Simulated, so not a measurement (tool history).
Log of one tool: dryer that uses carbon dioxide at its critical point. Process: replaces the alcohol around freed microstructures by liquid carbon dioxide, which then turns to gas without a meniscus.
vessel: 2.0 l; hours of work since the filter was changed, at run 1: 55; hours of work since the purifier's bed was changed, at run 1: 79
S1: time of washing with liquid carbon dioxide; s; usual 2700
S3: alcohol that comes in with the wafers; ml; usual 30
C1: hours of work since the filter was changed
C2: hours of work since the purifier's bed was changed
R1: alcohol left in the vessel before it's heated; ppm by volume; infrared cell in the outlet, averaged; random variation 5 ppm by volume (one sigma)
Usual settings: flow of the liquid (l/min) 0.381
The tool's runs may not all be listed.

run 1 hour=0.0 | S1=2700 flow_of_the_liquid_(l/min)=0.381 S3=30 | C1=55 C2=79 | R1=50
run 2 hour=17.8 | S1=2700 flow_of_the_liquid_(l/min)=0.381 S3=30 | C1=64 C2=88 | R1=58
run 3 hour=25.9 | S1=2700 flow_of_the_liquid_(l/min)=0.381 S3=30 | C1=68 C2=92 | R1=60
run 4 hour=39.0 | S1=2700 flow_of_the_liquid_(l/min)=0.381 S3=30 | C1=74 C2=99 | R1=55
run 5 hour=56.4 | S1=2700 flow_of_the_liquid_(l/min)=0.381 S3=30 | C1=83 C2=108 | R1=66
run 6 hour=66.4 | S1=2700 flow_of_the_liquid_(l/min)=0.381 S3=30 | C1=88 C2=113 | R1=57
run 7 hour=78.3 | S1=2760 flow_of_the_liquid_(l/min)=0.245 S3=23 | C1=94 C2=119 | R1=211
run 8 hour=93.6 | S1=2700 flow_of_the_liquid_(l/min)=0.599 S3=28 | C1=102 C2=127 | R1=40
run 9 hour=112.9 | S1=3900 flow_of_the_liquid_(l/min)=0.235 S3=36 | C1=112 C2=136 | R1=106
run 10 hour=122.5 | S1=3900 flow_of_the_liquid_(l/min)=0.582 S3=36 | C1=117 C2=141 | R1=44
run 11 hour=139.3 | S1=2580 flow_of_the_liquid_(l/min)=0.429 S3=75 | C1=125 C2=150 | R1=89
run 12 hour=153.7 | S1=2460 flow_of_the_liquid_(l/min)=0.572 S3=39 | C1=133 C2=157 | R1=44

4 ways to go on from here, each from the tool as it stands after run 12. What would each give?
run A hour=172.3 | S1=2700 flow_of_the_liquid_(l/min)=0.270 S3=30 | C1=142 C2=167 | R1=?
run B hour=172.3 | S1=1620 flow_of_the_liquid_(l/min)=0.333 S3=115 | C1=142 C2=167 | R1=?
run C hour=172.3 | S1=2700 flow_of_the_liquid_(l/min)=0.381 S3=43 | C1=142 C2=167 | R1=?
run D hour=172.3 | S1=3360 flow_of_the_liquid_(l/min)=0.381 S3=37 | C1=142 C2=167 | R1=?

run=A R1=237
run=B R1=2343
run=C R1=91
run=D R1=54
Without the tool's hidden state the same runs would have given:
run=A R1=160
run=B R1=1965
run=C R1=39
run=D R1=12

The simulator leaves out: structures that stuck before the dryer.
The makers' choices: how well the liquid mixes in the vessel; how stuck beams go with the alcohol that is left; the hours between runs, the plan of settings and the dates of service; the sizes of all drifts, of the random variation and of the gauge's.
